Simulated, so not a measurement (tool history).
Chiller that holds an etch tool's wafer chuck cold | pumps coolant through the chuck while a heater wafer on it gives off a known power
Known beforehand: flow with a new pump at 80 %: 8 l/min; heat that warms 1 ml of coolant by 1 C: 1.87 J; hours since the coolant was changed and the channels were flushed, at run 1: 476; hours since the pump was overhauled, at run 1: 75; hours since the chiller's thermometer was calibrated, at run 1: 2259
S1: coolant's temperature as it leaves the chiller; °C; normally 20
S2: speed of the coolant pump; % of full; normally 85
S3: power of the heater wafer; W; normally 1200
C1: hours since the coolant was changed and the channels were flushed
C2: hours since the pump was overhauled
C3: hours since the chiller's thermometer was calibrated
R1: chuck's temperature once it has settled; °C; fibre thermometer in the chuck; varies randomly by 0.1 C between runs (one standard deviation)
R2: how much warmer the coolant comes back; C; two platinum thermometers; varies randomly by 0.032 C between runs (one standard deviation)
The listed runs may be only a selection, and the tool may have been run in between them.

{"run": 1, "day": 0.0, "S1": 20, "S2": 85, "S3": 1200, "C1": 476, "C2": 75, "C3": 2259, "R1": 33.4, "R2": 4.52}
{"run": 2, "day": 7.533, "S1": 20, "S2": 85, "S3": 1550, "C1": 657, "C2": 255, "C3": 2439, "R1": 37.3, "R2": 5.85}
{"run": 3, "day": 13.029, "S1": 20, "S2": 85, "S3": 1550, "C1": 789, "C2": 387, "C3": 2571, "R1": 37.3, "R2": 5.84}
{"run": 4, "day": 22.133, "S1": 20, "S2": 85, "S3": 1550, "C1": 1008, "C2": 606, "C3": 2790, "R1": 37.3, "R2": 5.87}
{"run": 5, "day": 28.208, "S1": 20, "S2": 85, "S3": 1550, "C1": 1153, "C2": 752, "C3": 2936, "R1": 37.4, "R2": 5.93}
{"run": 6, "day": 32.254, "S1": 20, "S2": 85, "S3": 1550, "C1": 1251, "C2": 849, "C3": 3033, "R1": 37.5, "R2": 5.89}
{"run": 7, "day": 36.629, "S1": 22, "S2": 85, "S3": 1550, "C1": 1356, "C2": 954, "C3": 3138, "R1": 39.6, "R2": 5.9}
{"run": 8, "day": 41.858, "S1": 20, "S2": 85, "S3": 869, "C1": 1481, "C2": 1079, "C3": 3263, "R1": 30, "R2": 3.3}
{"run": 9, "day": 48.729, "S1": 20, "S2": 85, "S3": 869, "C1": 1646, "C2": 1244, "C3": 3428, "R1": 30, "R2": 3.31}
{"day": 54.458, "done": "chiller's thermometer calibrated"}
{"run": 10, "day": 55.779, "S1": 20, "S2": 85, "S3": 1200, "C1": 1814, "C2": 1412, "C3": 32, "R1": 33.6, "R2": 4.57}
{"run": 11, "day": 65.017, "S1": 19, "S2": 81, "S3": 1200, "C1": 2036, "C2": 1634, "C3": 253, "R1": 33.3, "R2": 4.84}
{"run": 12, "day": 69.838, "S1": 19, "S2": 61, "S3": 1200, "C1": 2152, "C2": 1750, "C3": 369, "R1": 36, "R2": 6.6}
{"run": 13, "day": 77.746, "S1": 20, "S2": 85, "S3": 1190, "C1": 2341, "C2": 1940, "C3": 559, "R1": 33.9, "R2": 4.63}
{"run": 14, "day": 84.617, "S1": 11, "S2": 85, "S3": 680, "C1": 2506, "C2": 2104, "C3": 724, "R1": 19.1, "R2": 2.65}
{"run": 15, "day": 93.567, "S1": 16, "S2": 70, "S3": 645, "C1": 2721, "C2": 2319, "C3": 939, "R1": 24.5, "R2": 3.06}
{"run": 16, "day": 98.708, "S1": 16, "S2": 70, "S3": 645, "C1": 2844, "C2": 2443, "C3": 1062, "R1": 24.8, "R2": 3.1}
{"run": 17, "day": 103.188, "S1": 16, "S2": 70, "S3": 645, "C1": 2952, "C2": 2550, "C3": 1170, "R1": 24.6, "R2": 3.06}
{"run": 18, "day": 108.867, "S1": 20, "S2": 89, "S3": 884, "C1": 3088, "C2": 2687, "C3": 1306, "R1": 30.2, "R2": 3.33}
{"run": 19, "day": 113.862, "S1": 12, "S2": 93, "S3": 1681, "C1": 3208, "C2": 2806, "C3": 1426, "R1": 30.8, "R2": 5.98}
{"run": 20, "day": 118.942, "S1": 12, "S2": 93, "S3": 1681, "C1": 3330, "C2": 2928, "C3": 1548, "R1": 31.2, "R2": 5.98}

Across each entry between runs, compare the hidden state at the last listed run before it with the hidden state at the first listed run after it:
After run 9, before run 10: chiller's thermometer calibrated (day 54.458)
  heat passed by the chuck's channels, % of clean ones': 95.9 -> 95.5; flow at a given pump speed, % of a new pump's: 98.3 -> 98.1; coolant's true temperature over the reading, C: 0.21 -> 0.07
  the result without the hidden state subtracted from the measured one, R1: +0.7 -> +0.7 °C; R2: +0.05 -> +0.09 C
